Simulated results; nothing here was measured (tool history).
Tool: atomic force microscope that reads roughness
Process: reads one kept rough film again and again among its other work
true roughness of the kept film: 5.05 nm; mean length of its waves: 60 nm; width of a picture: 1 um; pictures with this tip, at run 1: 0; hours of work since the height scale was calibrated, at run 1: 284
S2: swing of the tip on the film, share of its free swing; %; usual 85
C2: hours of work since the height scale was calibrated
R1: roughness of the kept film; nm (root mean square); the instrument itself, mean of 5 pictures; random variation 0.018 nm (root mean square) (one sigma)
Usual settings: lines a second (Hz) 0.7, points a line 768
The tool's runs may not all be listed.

Run 1, hour 0: usual settings; pictures with this tip 0; C2 284. Result: R1 4.449 nm (root mean square).
Run 2, hour 13.3: usual settings; pictures with this tip 14; C2 290. Result: R1 4.432 nm (root mean square).
Run 3, hour 32.2: usual settings but S2 58 %; pictures with this tip 34; C2 299. Result: R1 4.678 nm (root mean square).
Run 4, hour 42.4: usual settings but S2 80 %; pictures with this tip 44; C2 303. Result: R1 4.423 nm (root mean square).
Run 5, hour 56.3: usual settings but S2 80 %; pictures with this tip 59; C2 309. Result: R1 4.375 nm (root mean square).
Run 6, hour 69.2: usual settings but S2 56 %; pictures with this tip 72; C2 315. Result: R1 4.574 nm (root mean square).
Run 7, hour 85.9: usual settings; pictures with this tip 89; C2 323. Result: R1 4.245 nm (root mean square).
Run 8, hour 96.9: usual settings but lines a second (Hz) 1.883; pictures with this tip 101; C2 328. Result: R1 3.676 nm (root mean square).
At hour 104.1: new tip fitted.
Run 9, hour 119.5: usual settings but lines a second (Hz) 1.883; pictures with this tip 16; C2 338. Result: R1 3.86 nm (root mean square).
Run 10, hour 135.7: usual settings but lines a second (Hz) 2.524, S2 60 %, points a line 285; pictures with this tip 33; C2 345. Result: R1 4.4 nm (root mean square).
Run 11, hour 156.2: usual settings but lines a second (Hz) 3.921, S2 84 %, points a line 540; pictures with this tip 54; C2 354. Result: R1 3.096 nm (root mean square).
Run 12, hour 166.1: usual settings but S2 84 %, points a line 455; pictures with this tip 64; C2 359. Result: R1 4.329 nm (root mean square).
Run 13, hour 176.5: usual settings but S2 84 %, points a line 455; pictures with this tip 75; C2 363. Result: R1 4.271 nm (root mean square).
Run 14, hour 187.3: usual settings but S2 84 %, points a line 455; pictures with this tip 86; C2 368. Result: R1 4.228 nm (root mean square).
Run 15, hour 200.2: usual settings but lines a second (Hz) 3.523, S2 63 %, points a line 476; pictures with this tip 100; C2 374. Result: R1 4.011 nm (root mean square).
At hour 208.8: new tip fitted.
Run 16, hour 218.3: usual settings but points a line 455; pictures with this tip 10; C2 382. Result: R1 4.429 nm (root mean square).
Run 17, hour 236.5: usual settings but S2 64 %, points a line 901; pictures with this tip 29; C2 390. Result: R1 4.689 nm (root mean square).
Run 18, hour 258.4: usual settings but S2 64 %, points a line 901; pictures with this tip 51; C2 400. Result: R1 4.587 nm (root mean square).

3 ways to go on from here, each from the tool as it stands after run 18. What would each give?
Run A, hour 275.2: usual settings but S2 69 %, points a line 901; pictures with this tip 69; C2 408. Result: R1 ?.
Run B, hour 275.2: usual settings but lines a second (Hz) 1.582, S2 69 %, points a line 901; pictures with this tip 69; C2 408. Result: R1 ?.
Run C, hour 275.2: usual settings but S2 60 %, points a line 983; pictures with this tip 69; C2 408. Result: R1 ?.

run     R1
  A  4.506
  B  4.288
  C  4.552
Without the tool's hidden state the same runs would have given:
run     R1
  A  4.729
  B    4.5
  C  4.778
